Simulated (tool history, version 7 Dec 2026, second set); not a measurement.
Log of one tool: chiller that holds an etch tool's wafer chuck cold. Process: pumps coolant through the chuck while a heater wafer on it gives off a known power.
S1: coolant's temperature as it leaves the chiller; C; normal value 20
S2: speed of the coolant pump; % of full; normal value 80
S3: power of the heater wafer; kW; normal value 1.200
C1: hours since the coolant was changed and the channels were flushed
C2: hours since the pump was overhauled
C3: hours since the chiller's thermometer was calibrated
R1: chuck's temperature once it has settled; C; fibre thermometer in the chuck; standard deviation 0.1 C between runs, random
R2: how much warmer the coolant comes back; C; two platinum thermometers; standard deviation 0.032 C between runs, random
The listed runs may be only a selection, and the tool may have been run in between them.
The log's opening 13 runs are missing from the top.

{"run": 14, "day": 40.562, "S1": 20, "S2": 80, "S3": 1.2, "C1": 4244, "C2": 1153, "C3": 101, "R1": 31.3, "R2": 4.11}
{"run": 15, "day": 44.808, "S1": 20, "S2": 80, "S3": 1.2, "C1": 4346, "C2": 1255, "C3": 203, "R1": 31.3, "R2": 4.08}
{"run": 16, "day": 49.046, "S1": 20, "S2": 80, "S3": 1.2, "C1": 4448, "C2": 1357, "C3": 304, "R1": 31.4, "R2": 4.08}
{"run": 17, "day": 51.0, "S1": 20, "S2": 80, "S3": 1.2, "C1": 4495, "C2": 1404, "C3": 351, "R1": 31.5, "R2": 4.04}
{"run": 18, "day": 54.371, "S1": 20, "S2": 80, "S3": 1.2, "C1": 4576, "C2": 1485, "C3": 432, "R1": 31.5, "R2": 4.13}
{"run": 19, "day": 56.992, "S1": 20, "S2": 61, "S3": 0.926, "C1": 4639, "C2": 1547, "C3": 495, "R1": 31.0, "R2": 4.3}
{"run": 20, "day": 59.471, "S1": 20, "S2": 61, "S3": 0.926, "C1": 4698, "C2": 1607, "C3": 555, "R1": 30.9, "R2": 4.3}
{"run": 21, "day": 64.021, "S1": 20, "S2": 61, "S3": 0.926, "C1": 4807, "C2": 1716, "C3": 664, "R1": 30.9, "R2": 4.32}
{"run": 22, "day": 68.138, "S1": 20, "S2": 61, "S3": 0.926, "C1": 4906, "C2": 1815, "C3": 763, "R1": 30.8, "R2": 4.34}
{"run": 23, "day": 72.017, "S1": 20, "S2": 61, "S3": 0.926, "C1": 4999, "C2": 1908, "C3": 856, "R1": 31.0, "R2": 4.34}
{"run": 24, "day": 74.225, "S1": 17, "S2": 61, "S3": 0.926, "C1": 5052, "C2": 1961, "C3": 909, "R1": 27.9, "R2": 4.3}
{"run": 25, "day": 78.067, "S1": 17, "S2": 61, "S3": 1.72, "C1": 5145, "C2": 2053, "C3": 1001, "R1": 37.5, "R2": 8.08}
{"run": 26, "day": 82.208, "S1": 12, "S2": 75, "S3": 0.94, "C1": 5244, "C2": 2153, "C3": 1100, "R1": 21.6, "R2": 3.46}
{"run": 27, "day": 86.092, "S1": 12, "S2": 75, "S3": 0.94, "C1": 5337, "C2": 2246, "C3": 1193, "R1": 21.7, "R2": 3.54}
{"run": 28, "day": 88.908, "S1": 19, "S2": 72, "S3": 1.552, "C1": 5405, "C2": 2313, "C3": 1261, "R1": 35.6, "R2": 6.02}
{"run": 29, "day": 92.321, "S1": 20, "S2": 80, "S3": 0.792, "C1": 5487, "C2": 2395, "C3": 1343, "R1": 27.8, "R2": 2.69}
{"run": 30, "day": 94.338, "S1": 27, "S2": 72, "S3": 0.792, "C1": 5535, "C2": 2444, "C3": 1391, "R1": 35.5, "R2": 3.13}
{"run": 31, "day": 96.908, "S1": 27, "S2": 86, "S3": 0.792, "C1": 5597, "C2": 2505, "C3": 1453, "R1": 34.7, "R2": 2.53}
{"run": 32, "day": 100.404, "S1": 27, "S2": 86, "S3": 0.792, "C1": 5681, "C2": 2589, "C3": 1537, "R1": 34.5, "R2": 2.53}

What if the next run were any one of these 4? Each begins from the tool's condition after run 32:
{"run": "A", "day": 103.754, "S1": 20, "S2": 79, "S3": 1.454, "C1": 5761, "C2": 2670, "C3": 1617, "R1": "?", "R2": "?"}
{"run": "B", "day": 103.754, "S1": 16, "S2": 79, "S3": 0.993, "C1": 5761, "C2": 2670, "C3": 1617, "R1": "?", "R2": "?"}
{"run": "C", "day": 103.754, "S1": 20, "S2": 80, "S3": 0.998, "C1": 5761, "C2": 2670, "C3": 1617, "R1": "?", "R2": "?"}
{"run": "D", "day": 103.754, "S1": 26, "S2": 80, "S3": 1.2, "C1": 5761, "C2": 2670, "C3": 1617, "R1": "?", "R2": "?"}

run=A R1=34.5 R2=5.07
run=B R1=26.0 R2=3.53
run=C R1=29.9 R2=3.48
run=D R1=38.1 R2=4.14
The same runs, with their run-to-run variation unchanged, on a tool lacking any hidden condition would have given:
run=A R1=32.5 R2=4.96
run=B R1=24.6 R2=3.46
run=C R1=28.4 R2=3.40
run=D R1=36.4 R2=4.05
